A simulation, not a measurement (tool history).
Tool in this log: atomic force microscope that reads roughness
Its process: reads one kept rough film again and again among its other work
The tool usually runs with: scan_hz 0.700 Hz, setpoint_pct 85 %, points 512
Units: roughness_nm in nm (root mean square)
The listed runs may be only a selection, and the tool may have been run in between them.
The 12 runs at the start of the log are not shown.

run   hour  scan_hz  setpoint_pct  points  roughness_nm
 13  117.6    1.549            85     512         2.467
 14  125.7    1.549            85     555         2.475
 15  137.3    1.549            76     555         2.601
 16  149.3    1.549            76     555         2.601
 17  159.5    1.647            70     520         2.658
 18  169.8    1.647            70     520         2.657
 19  177.9    1.647            70     520         2.666
 20  184.9    0.700            66     332         2.762
 21  193.2    3.346            78     522         2.342
 22  201.4    3.346            78     522         2.323
     207.6  -- new tip fitted
 23  212.8    1.509            56     689         2.774
 24  223.2    1.509            56     410         2.750
 25  233.0    0.523            56     397         2.821
 26  243.3    0.523            56     265         2.791
 27  253.8    0.729            85     512         2.662
 28  260.5    0.729            85     512         2.668
 29  269.7    0.729            56     396         2.800
 30  281.0    0.729            56     396         2.804
 31  288.4    0.527            62     512         2.819
 32  298.0    0.744            83     728         2.664

Below are 3 alternative next runs, each starting from the tool's condition after run 32. Predict each:
  A  304.4    1.533            85     300             ?
  B  304.4    2.676            85     447             ?
  C  304.4    0.700            85     604             ?

run  roughness_nm
  A         2.467
  B         2.277
  C         2.657
Take away the tool's hidden state, keep each run's random variation, and the runs would have read:
run  roughness_nm
  A         2.473
  B         2.283
  C         2.664
